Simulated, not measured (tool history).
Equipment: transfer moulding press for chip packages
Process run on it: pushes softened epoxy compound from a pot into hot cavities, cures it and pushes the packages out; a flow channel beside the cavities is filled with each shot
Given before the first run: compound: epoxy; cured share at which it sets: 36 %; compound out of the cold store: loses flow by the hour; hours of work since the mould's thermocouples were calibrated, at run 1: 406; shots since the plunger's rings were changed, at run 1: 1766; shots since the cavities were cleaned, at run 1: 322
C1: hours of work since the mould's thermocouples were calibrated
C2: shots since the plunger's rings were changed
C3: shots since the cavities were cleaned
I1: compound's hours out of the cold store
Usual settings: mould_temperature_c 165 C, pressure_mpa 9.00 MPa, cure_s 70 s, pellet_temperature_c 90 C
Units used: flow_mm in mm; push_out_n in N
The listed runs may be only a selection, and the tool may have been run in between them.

run 1 hour=0.0 | mould_temperature_c=165 pressure_mpa=9.00 cure_s=70 pellet_temperature_c=90 | C1=406 C2=1766 C3=322 | I1=41.1 | flow_mm=531 push_out_n=1102
run 2 hour=15.4 | mould_temperature_c=165 pressure_mpa=9.00 cure_s=70 pellet_temperature_c=90 | C1=416 C2=1990 C3=546 | I1=24.6 | flow_mm=558 push_out_n=1324
-- hour=20.5 cavities cleaned with cleaning compound and waxed
run 3 hour=41.6 | mould_temperature_c=165 pressure_mpa=9.00 cure_s=70 pellet_temperature_c=90 | C1=432 C2=2351 C3=308 | I1=15.8 | flow_mm=574 push_out_n=1180
-- hour=63.1 cavities cleaned with cleaning compound and waxed
run 4 hour=69.7 | mould_temperature_c=165 pressure_mpa=8.04 cure_s=70 pellet_temperature_c=90 | C1=449 C2=2737 C3=95 | I1=47.5 | flow_mm=500 push_out_n=868
-- hour=86.0 mould's thermocouples calibrated
run 5 hour=94.9 | mould_temperature_c=165 pressure_mpa=9.00 cure_s=70 pellet_temperature_c=90 | C1=6 C2=3076 C3=434 | I1=26.8 | flow_mm=548 push_out_n=1211
-- hour=107.0 cavities cleaned with cleaning compound and waxed
run 6 hour=108.5 | mould_temperature_c=165 pressure_mpa=7.90 cure_s=70 pellet_temperature_c=90 | C1=13 C2=3252 C3=21 | I1=44.0 | flow_mm=491 push_out_n=770
run 7 hour=130.2 | mould_temperature_c=165 pressure_mpa=7.90 cure_s=70 pellet_temperature_c=90 | C1=27 C2=3568 C3=337 | I1=34.7 | flow_mm=502 push_out_n=1179
-- hour=149.9 cavities cleaned with cleaning compound and waxed
run 8 hour=149.9 | mould_temperature_c=165 pressure_mpa=9.00 cure_s=70 pellet_temperature_c=90 | C1=39 C2=3833 C3=0 | I1=42.2 | flow_mm=515 push_out_n=744
run 9 hour=169.8 | mould_temperature_c=165 pressure_mpa=9.00 cure_s=70 pellet_temperature_c=90 | C1=51 C2=4123 C3=290 | I1=10.4 | flow_mm=562 push_out_n=1191
-- hour=191.9 cavities cleaned with cleaning compound and waxed
-- hour=196.8 plunger's sealing rings changed
run 10 hour=198.5 | mould_temperature_c=165 pressure_mpa=9.00 cure_s=70 pellet_temperature_c=84 | C1=67 C2=25 C3=60 | I1=34.8 | flow_mm=564 push_out_n=891
run 11 hour=219.5 | mould_temperature_c=165 pressure_mpa=9.00 cure_s=70 pellet_temperature_c=99 | C1=81 C2=331 C3=366 | I1=25.3 | flow_mm=573 push_out_n=1116
-- hour=236.6 cavities cleaned with cleaning compound and waxed
run 12 hour=240.8 | mould_temperature_c=165 pressure_mpa=9.00 cure_s=70 pellet_temperature_c=90 | C1=93 C2=619 C3=61 | I1=13.3 | flow_mm=589 push_out_n=869
run 13 hour=262.3 | mould_temperature_c=165 pressure_mpa=9.00 cure_s=70 pellet_temperature_c=90 | C1=107 C2=933 C3=375 | I1=40.5 | flow_mm=549 push_out_n=1128
-- hour=278.9 cavities cleaned with cleaning compound and waxed
run 14 hour=286.2 | mould_temperature_c=165 pressure_mpa=9.00 cure_s=70 pellet_temperature_c=90 | C1=121 C2=1259 C3=107 | I1=43.0 | flow_mm=543 push_out_n=902
run 15 hour=301.7 | mould_temperature_c=165 pressure_mpa=8.13 cure_s=95 pellet_temperature_c=90 | C1=131 C2=1485 C3=333 | I1=9.3 | flow_mm=565 push_out_n=744
run 16 hour=315.6 | mould_temperature_c=160 pressure_mpa=9.00 cure_s=70 pellet_temperature_c=90 | C1=140 C2=1688 C3=536 | I1=9.2 | flow_mm=604 push_out_n=2020
-- hour=320.4 cavities cleaned with cleaning compound and waxed
run 17 hour=344.0 | mould_temperature_c=166 pressure_mpa=9.00 cure_s=98 pellet_temperature_c=90 | C1=157 C2=2078 C3=343 | I1=46.8 | flow_mm=529 push_out_n=696
-- hour=363.1 cavities cleaned with cleaning compound and waxed
run 18 hour=369.4 | mould_temperature_c=166 pressure_mpa=9.35 cure_s=91 pellet_temperature_c=90 | C1=172 C2=2428 C3=93 | I1=22.7 | flow_mm=573 push_out_n=560
run 19 hour=391.8 | mould_temperature_c=165 pressure_mpa=6.85 cure_s=70 pellet_temperature_c=93 | C1=187 C2=2754 C3=419 | I1=39.7 | flow_mm=470 push_out_n=1186
-- hour=405.1 cavities cleaned with cleaning compound and waxed
run 20 hour=418.8 | mould_temperature_c=165 pressure_mpa=6.85 cure_s=70 pellet_temperature_c=93 | C1=203 C2=3125 C3=199 | I1=43.0 | flow_mm=457 push_out_n=997
run 21 hour=443.1 | mould_temperature_c=165 pressure_mpa=6.85 cure_s=70 pellet_temperature_c=93 | C1=218 C2=3479 C3=553 | I1=33.8 | flow_mm=469 push_out_n=1323
-- hour=447.2 cavities cleaned with cleaning compound and waxed
run 22 hour=471.0 | mould_temperature_c=165 pressure_mpa=6.85 cure_s=70 pellet_temperature_c=93 | C1=235 C2=3864 C3=347 | I1=35.6 | flow_mm=462 push_out_n=1124
run 23 hour=485.7 | mould_temperature_c=165 pressure_mpa=6.85 cure_s=104 pellet_temperature_c=88 | C1=245 C2=4077 C3=560 | I1=40.9 | flow_mm=456 push_out_n=789
-- hour=489.6 cavities cleaned with cleaning compound and waxed
run 24 hour=512.2 | mould_temperature_c=165 pressure_mpa=6.85 cure_s=55 pellet_temperature_c=97 | C1=260 C2=4441 C3=328 | I1=46.1 | flow_mm=441 push_out_n=1954
-- hour=516.4 plunger's sealing rings changed
run 25 hour=528.2 | mould_temperature_c=169 pressure_mpa=9.12 cure_s=54 pellet_temperature_c=90 | C1=269 C2=172 C3=526 | I1=29.9 | flow_mm=574 push_out_n=1938
-- hour=534.9 cavities cleaned with cleaning compound and waxed
run 26 hour=544.9 | mould_temperature_c=164 pressure_mpa=9.12 cure_s=54 pellet_temperature_c=98 | C1=279 C2=393 C3=145 | I1=23.8 | flow_mm=590 push_out_n=1822
run 27 hour=558.8 | mould_temperature_c=165 pressure_mpa=9.00 cure_s=70 pellet_temperature_c=97 | C1=288 C2=596 C3=348 | I1=24.0 | flow_mm=579 push_out_n=1148
-- hour=577.6 cavities cleaned with cleaning compound and waxed
run 28 hour=581.2 | mould_temperature_c=165 pressure_mpa=7.45 cure_s=70 pellet_temperature_c=83 | C1=301 C2=900 C3=53 | I1=34.4 | flow_mm=512 push_out_n=889

Each row is a separate what-if for the run after 28, all from the same tool condition, not one after another. Results?
run A hour=593.0 | mould_temperature_c=165 pressure_mpa=7.45 cure_s=102 pellet_temperature_c=83 | C1=308 C2=1072 C3=225 | I1=11.3 | flow_mm=? push_out_n=?
run B hour=593.0 | mould_temperature_c=171 pressure_mpa=7.45 cure_s=70 pellet_temperature_c=83 | C1=308 C2=1072 C3=225 | I1=44.7 | flow_mm=? push_out_n=?
run C hour=593.0 | mould_temperature_c=165 pressure_mpa=9.00 cure_s=70 pellet_temperature_c=91 | C1=308 C2=1072 C3=225 | I1=41.3 | flow_mm=? push_out_n=?
run D hour=593.0 | mould_temperature_c=165 pressure_mpa=9.00 cure_s=70 pellet_temperature_c=85 | C1=308 C2=1072 C3=225 | I1=19.4 | flow_mm=? push_out_n=?

run=A flow_mm=535 push_out_n=672
run=B flow_mm=483 push_out_n=753
run=C flow_mm=549 push_out_n=1067
run=D flow_mm=572 push_out_n=1176
With the hidden condition removed and each run's random variation left untouched, the same runs would have given:
run=A flow_mm=544 push_out_n=471
run=B flow_mm=491 push_out_n=514
run=C flow_mm=558 push_out_n=711
run=D flow_mm=582 push_out_n=780

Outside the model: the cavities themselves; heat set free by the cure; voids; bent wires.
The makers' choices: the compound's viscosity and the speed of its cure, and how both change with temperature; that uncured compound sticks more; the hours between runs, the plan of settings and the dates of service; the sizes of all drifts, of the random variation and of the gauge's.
